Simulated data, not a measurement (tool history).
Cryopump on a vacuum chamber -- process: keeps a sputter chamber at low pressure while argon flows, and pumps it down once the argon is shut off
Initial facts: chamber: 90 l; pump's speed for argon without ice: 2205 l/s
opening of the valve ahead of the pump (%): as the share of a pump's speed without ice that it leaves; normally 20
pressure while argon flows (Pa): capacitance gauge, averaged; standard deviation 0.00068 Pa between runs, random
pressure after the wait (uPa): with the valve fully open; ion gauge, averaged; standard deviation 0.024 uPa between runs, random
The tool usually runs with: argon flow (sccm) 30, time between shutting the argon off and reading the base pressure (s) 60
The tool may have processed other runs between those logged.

run,hour,argon flow (sccm),time between shutting the argon off and reading the base pressure (s),opening of the valve ahead of the pump (%),pressure while argon flows (Pa),pressure after the wait (uPa)
1,0,30,60,20,0.1149,0.93
2,78.7,33,60,20,0.1285,1.02
3,143.3,33,60,20,0.1297,1.12
4,249,30,60,20,0.1188,1.19
5,352,30,60,16,0.1489,1.3
6,430.1,30,60,20,0.1198,1.42
7,491.6,30,60,20,0.121,1.52
8,572.9,30,60,20,0.1232,1.64
9,676.4,30,60,20,0.1236,1.87
10,762.7,30,60,54,0.0509,1.99
11,850.4,30,60,54,0.0531,2.14
12,943.7,30,60,20,0.1263,2.32
# hour 966.9: pump warmed up, emptied and cooled again
13,1034.1,30,60,20,0.1167,1.93
14,1143.7,30,60,20,0.1179,2.12
15,1243,30,60,20,0.1195,2.28
16,1323.1,30,60,20,0.1196,2.41
17,1421.2,30,60,20,0.1201,2.48
18,1506.9,30,60,20,0.1226,2.78
19,1596.3,13,29,30,0.0363,3.79
20,1715.8,30,89,25,0.0999,3.07
21,1825.9,30,22,23,0.1114,4.74
# hour 1874.5: leaking fittings of the chamber tightened, without venting
22,1890.8,30,207,20,0.1269,0.5
# hour 1981.8: pump warmed up, emptied and cooled again
23,2023.5,51,60,20,0.1998,1.02
24,2081.3,32,248,20,0.1245,0.5
25,2155.5,32,248,20,0.1265,0.63
26,2212.9,53,137,20,0.2118,0.84
27,2335.7,53,137,20,0.2111,1.04
28,2443.3,30,74,35,0.0709,1.42
29,2555.1,23,60,17,0.1108,1.75
30,2612.5,16,145,20,0.0643,1.44
31,2706.4,16,67,20,0.0662,1.92
32,2785,16,67,20,0.0676,2.04

Forecast run 33:
33,2917.2,12,60,18,?,?

pressure while argon flows (Pa): 0.0554
pressure after the wait (uPa): 2.41
With no hidden state in the tool, this same run would have given pressure while argon flows (Pa) 0.0507, pressure after the wait (uPa) 0.9.

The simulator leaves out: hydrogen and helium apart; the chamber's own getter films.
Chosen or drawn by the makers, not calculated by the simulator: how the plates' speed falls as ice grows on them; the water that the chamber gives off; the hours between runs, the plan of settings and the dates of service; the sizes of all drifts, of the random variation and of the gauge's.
